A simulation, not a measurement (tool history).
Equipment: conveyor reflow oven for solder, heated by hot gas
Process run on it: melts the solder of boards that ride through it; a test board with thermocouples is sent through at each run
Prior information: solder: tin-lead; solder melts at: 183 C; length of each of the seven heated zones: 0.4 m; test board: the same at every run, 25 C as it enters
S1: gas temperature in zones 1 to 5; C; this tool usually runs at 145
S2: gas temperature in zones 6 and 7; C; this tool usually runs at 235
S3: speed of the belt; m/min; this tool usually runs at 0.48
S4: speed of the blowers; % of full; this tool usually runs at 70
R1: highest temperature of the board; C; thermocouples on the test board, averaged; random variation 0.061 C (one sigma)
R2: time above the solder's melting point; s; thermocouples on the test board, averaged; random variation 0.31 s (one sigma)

{"run": 1, "hour": 0.0, "S1": 145, "S2": 235, "S3": 0.48, "S4": 70, "R1": 220.37, "R2": 81.5}
{"run": 2, "hour": 7.2, "S1": 145, "S2": 235, "S3": 0.48, "S4": 70, "R1": 220.28, "R2": 81.4}
{"run": 3, "hour": 13.6, "S1": 154, "S2": 235, "S3": 0.48, "S4": 70, "R1": 222.01, "R2": 87.7}
{"run": 4, "hour": 18.1, "S1": 154, "S2": 235, "S3": 0.48, "S4": 70, "R1": 221.8, "R2": 88}
{"run": 5, "hour": 25.0, "S1": 152, "S2": 235, "S3": 0.48, "S4": 70, "R1": 221.58, "R2": 86.4}
{"run": 6, "hour": 30.3, "S1": 145, "S2": 235, "S3": 0.48, "S4": 70, "R1": 220.38, "R2": 81.3}
{"run": 7, "hour": 39.8, "S1": 145, "S2": 235, "S3": 0.48, "S4": 70, "R1": 220.32, "R2": 81.6}
{"run": 8, "hour": 47.4, "S1": 145, "S2": 235, "S3": 0.447, "S4": 70, "R1": 222.24, "R2": 89.6}
{"run": 9, "hour": 56.9, "S1": 145, "S2": 235, "S3": 0.48, "S4": 70, "R1": 220.23, "R2": 81.3}
{"run": 10, "hour": 63.3, "S1": 145, "S2": 235, "S3": 0.48, "S4": 70, "R1": 220.12, "R2": 81.7}
{"run": 11, "hour": 69.6, "S1": 145, "S2": 235, "S3": 0.48, "S4": 70, "R1": 220.25, "R2": 81.5}
{"run": 12, "hour": 77.1, "S1": 145, "S2": 235, "S3": 0.48, "S4": 70, "R1": 220.28, "R2": 81.5}
{"run": 13, "hour": 86.6, "S1": 145, "S2": 235, "S3": 0.48, "S4": 70, "R1": 220.28, "R2": 81.4}
{"run": 14, "hour": 92.8, "S1": 145, "S2": 235, "S3": 0.48, "S4": 70, "R1": 220.17, "R2": 81.3}
{"run": 15, "hour": 100.5, "S1": 145, "S2": 235, "S3": 0.48, "S4": 70, "R1": 220.14, "R2": 81.1}
{"run": 16, "hour": 108.8, "S1": 145, "S2": 235, "S3": 0.48, "S4": 70, "R1": 220.14, "R2": 81.3}
{"run": 17, "hour": 115.8, "S1": 138, "S2": 224, "S3": 0.48, "S4": 70, "R1": 209.51, "R2": 66.7}
{"run": 18, "hour": 123.8, "S1": 138, "S2": 224, "S3": 0.48, "S4": 70, "R1": 209.45, "R2": 67.2}
{"run": 19, "hour": 130.7, "S1": 132, "S2": 232, "S3": 0.48, "S4": 70, "R1": 215.31, "R2": 71.1}
{"run": 20, "hour": 136.0, "S1": 154, "S2": 242, "S3": 0.486, "S4": 66, "R1": 226.59, "R2": 90.4}
{"run": 21, "hour": 146.0, "S1": 137, "S2": 240, "S3": 0.561, "S4": 63, "R1": 215.62, "R2": 61.1}
{"run": 22, "hour": 152.6, "S1": 137, "S2": 240, "S3": 0.561, "S4": 63, "R1": 215.45, "R2": 61.2}
{"run": 23, "hour": 158.2, "S1": 148, "S2": 235, "S3": 0.48, "S4": 87, "R1": 223.17, "R2": 85.8}
{"run": 24, "hour": 162.9, "S1": 145, "S2": 235, "S3": 0.569, "S4": 70, "R1": 214.49, "R2": 63}
{"run": 25, "hour": 172.8, "S1": 145, "S2": 242, "S3": 0.569, "S4": 79, "R1": 222.11, "R2": 70.1}

Estimate the outcome of run 26 from the log above:
{"run": 26, "hour": 177.0, "S1": 143, "S2": 246, "S3": 0.571, "S4": 52, "R1": "?", "R2": "?"}

{"run 26": {"R1": 217.71, "R2": 63.8}}
Without the tool's hidden state the same run would have given R1 217.71 C, R2 63.4 s.
